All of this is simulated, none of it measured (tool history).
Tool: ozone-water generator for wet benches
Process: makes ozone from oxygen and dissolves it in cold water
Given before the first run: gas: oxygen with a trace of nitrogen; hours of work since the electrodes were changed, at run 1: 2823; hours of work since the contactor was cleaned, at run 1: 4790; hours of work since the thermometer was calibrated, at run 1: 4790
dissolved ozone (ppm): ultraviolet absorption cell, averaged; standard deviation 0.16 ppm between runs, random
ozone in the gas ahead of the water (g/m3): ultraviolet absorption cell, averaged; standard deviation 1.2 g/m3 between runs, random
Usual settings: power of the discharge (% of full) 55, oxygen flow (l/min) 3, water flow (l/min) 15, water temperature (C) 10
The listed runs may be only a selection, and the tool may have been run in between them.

run,hour,power of the discharge (% of full),oxygen flow (l/min),water flow (l/min),water temperature (C),hours of work since the electrodes were changed,hours of work since the contactor was cleaned,hours of work since the thermometer was calibrated,dissolved ozone (ppm),ozone in the gas ahead of the water (g/m3)
1,0,55,3,15,10,2823,4790,4790,17.7,194.4
2,45.1,55,3,15,10,2865,4832,4832,17.4,192
3,115.5,55,3,15,10,2931,4898,4898,17.8,193.7
# hour 190: contactor cleaned
4,199.8,55,3,15,8,3006,9,4973,18.6,193.1
# hour 260.9: water thermometer calibrated
5,262.2,55,3,14,10,3063,67,1,19.3,193.5
6,307.1,55,3,14,10,3105,109,43,19.6,193.3
7,343.3,55,3,14,10,3139,143,77,19.3,190.9
8,392.1,55,3,14,13,3185,188,122,18.8,191.1
9,465.3,55,3,14,13,3253,257,191,18.8,190.4
10,537.7,40,4.52,21,10,3321,324,259,12.7,140.1
11,588.6,57,4.52,14,10,3368,372,306,21.6,166.8
12,647.8,75,1.52,15,16,3424,427,361,15.1,277.4
13,716.6,75,2.95,15,16,3488,491,426,19.3,221.5
14,763.6,55,3.19,15,10,3532,535,470,17.8,184.1
15,834.2,55,3,10,15,3598,601,536,23.7,185.8

Branching from run 15: 3 alternative next runs. What would each branch give?
A,917.6,60,3,15,10,3676,679,613,?,?
B,917.6,55,4.93,15,10,3676,679,613,?,?
C,917.6,55,4.71,10,15,3676,679,613,?,?

run,dissolved ozone (ppm),ozone in the gas ahead of the water (g/m3)
A,18.6,192.7
B,20.5,157.7
C,25.5,159.1
With no hidden state in the tool, these same runs would have given:
run,dissolved ozone (ppm),ozone in the gas ahead of the water (g/m3)
A,22.3,230.4
B,24.4,186.7
C,30.4,188.4

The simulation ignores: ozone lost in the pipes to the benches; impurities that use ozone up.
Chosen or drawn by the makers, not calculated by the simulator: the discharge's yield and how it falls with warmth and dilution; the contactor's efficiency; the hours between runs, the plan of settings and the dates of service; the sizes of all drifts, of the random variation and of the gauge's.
